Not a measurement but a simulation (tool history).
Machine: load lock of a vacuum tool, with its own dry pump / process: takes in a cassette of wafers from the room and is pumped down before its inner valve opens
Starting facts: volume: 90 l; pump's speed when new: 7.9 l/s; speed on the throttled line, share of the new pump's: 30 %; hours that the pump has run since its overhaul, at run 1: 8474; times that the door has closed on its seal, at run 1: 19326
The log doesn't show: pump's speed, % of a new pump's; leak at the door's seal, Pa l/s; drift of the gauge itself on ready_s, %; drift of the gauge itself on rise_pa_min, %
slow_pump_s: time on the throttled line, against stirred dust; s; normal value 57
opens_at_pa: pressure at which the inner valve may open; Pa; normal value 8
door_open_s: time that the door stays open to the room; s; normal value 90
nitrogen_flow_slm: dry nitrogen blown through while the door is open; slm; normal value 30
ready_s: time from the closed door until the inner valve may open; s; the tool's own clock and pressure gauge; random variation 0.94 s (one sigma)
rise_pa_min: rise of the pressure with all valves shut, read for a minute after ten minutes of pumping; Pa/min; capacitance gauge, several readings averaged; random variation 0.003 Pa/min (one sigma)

run,hour,slow_pump_s,opens_at_pa,door_open_s,nitrogen_flow_slm,hours that the pump has run since its overhaul,times that the door has closed on its seal,"incoming humidity of the room's air, %",ready_s,rise_pa_min
1,0.0,57,8,90,30,8474,19326,47.2,160.1,0.055
2,134.1,57,8,106,30,8608,19865,42.3,162.7,0.057
3,334.2,57,8,106,30,8808,20670,44.2,160.6,0.063
4,472.6,57,8,90,28,8946,21226,45.2,162.1,0.058
5,594.8,57,8,90,28,9069,21717,45.8,161.3,0.065
6,698.1,57,8,113,28,9172,22132,44.4,162.2,0.063
7,910.4,57,8,113,28,9384,22986,48.9,162.4,0.071
8,1015.6,57,8,113,28,9489,23409,46.3,162.7,0.075
9,1198.2,57,8,90,30,9672,24143,42.9,163.1,0.064
10,1417.9,57,8,90,30,9892,25026,43.4,165.5,0.069
11,1549.6,29,8,90,30,10023,25555,43.5,145.1,0.064
12,1644.9,29,11,90,30,10119,25938,42.2,140.9,0.074
13,1868.5,29,11,90,30,10342,26837,45.8,142.6,0.074
14,2017.0,29,11,90,30,10491,27434,41.9,144.7,0.077
15,2244.5,29,11,90,30,10718,28349,47.2,142.5,0.078
16,2396.7,29,11,90,30,10870,28961,46.1,142.3,0.082
17,2586.2,29,11,90,30,11060,29722,43.7,144.4,0.075
18,2793.7,57,8,90,35,11267,30556,45.0,166.2,0.079
19,2966.1,57,8,90,35,11440,31250,46.8,167.5,0.085
20,3114.5,43,12,25,9,11588,31846,48.3,152.3,0.087
21,3268.9,43,12,25,9,11743,32467,45.1,151.2,0.087
22,3437.2,74,11,25,23,11911,33143,43.5,176.3,0.081
23,3540.9,42,16,89,5,12015,33560,45.5,149.1,0.110
24,3673.8,57,6,105,30,12148,34094,46.6,173.9,0.097
25,3869.4,41,11,130,8,12343,34881,41.4,154.6,0.119
26,4077.6,41,11,130,8,12551,35718,45.0,154.5,0.124
27,4199.8,57,8,90,6,12673,36209,44.4,167.5,0.117
28,4316.8,48,8,90,30,12791,36679,42.9,162.8,0.106
29,4529.7,57,9,90,13,13003,37535,44.0,167.7,0.118
30,4628.5,46,7,238,11,13102,37932,45.1,163.7,0.153
31,4755.3,46,7,238,11,13229,38442,44.5,165.2,0.158
32,4955.9,30,15,49,5,13430,39248,44.9,144.7,0.124
33,5128.1,92,8,45,4,13602,39941,47.7,191.8,0.124
34,5283.7,84,8,90,12,13757,40566,48.3,185.7,0.132
35,5478.6,57,6,116,10,13952,41350,41.7,175.7,0.136
36,5615.1,57,12,29,8,14089,41898,48.3,164.2,0.124

What if the next run were any one of these 4? Each begins from the tool's condition after run 36:
A,5750.7,57,7,90,30,14224,42443,47.5,?,?
B,5750.7,57,8,95,30,14224,42443,45.7,?,?
C,5750.7,57,15,29,13,14224,42443,46.7,?,?
D,5750.7,72,8,90,30,14224,42443,44.5,?,?

run,ready_s,rise_pa_min
A,175.8,0.122
B,171.2,0.120
C,162.8,0.124
D,180.4,0.124
With no hidden state in the tool, these same runs would have given:
run,ready_s,rise_pa_min
A,152.0,0.014
B,148.4,0.015
C,141.7,0.018
D,158.5,0.018
